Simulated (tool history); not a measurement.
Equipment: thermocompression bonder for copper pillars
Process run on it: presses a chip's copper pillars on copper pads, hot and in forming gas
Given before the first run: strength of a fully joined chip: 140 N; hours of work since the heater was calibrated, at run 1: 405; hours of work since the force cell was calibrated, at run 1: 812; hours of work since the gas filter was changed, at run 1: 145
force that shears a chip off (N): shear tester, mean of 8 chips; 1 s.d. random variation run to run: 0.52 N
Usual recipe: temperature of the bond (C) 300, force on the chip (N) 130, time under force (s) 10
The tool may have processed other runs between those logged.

run,hour,temperature of the bond (C),force on the chip (N),time under force (s),hours of work since the heater was calibrated,hours of work since the force cell was calibrated,hours of work since the gas filter was changed,force that shears a chip off (N)
1,0,300,130,10,405,812,145,73.7
2,22.3,300,130,10,414,821,155,73.3
3,39.9,300,130,10,422,829,163,73.8
4,74.1,300,130,10,437,844,178,73.4
5,109,300,130,10,452,859,193,74.6
6,132.9,273,130,10,462,869,203,51.3
7,165.7,300,130,10,477,884,218,73.8

Run 8, settings as shown, results not yet in. Your forecast:
8,185.3,300,130,10,485,892,226,?

force that shears a chip off (N): 74
Without the tool's hidden state the same run would have given force that shears a chip off (N) 77.1.
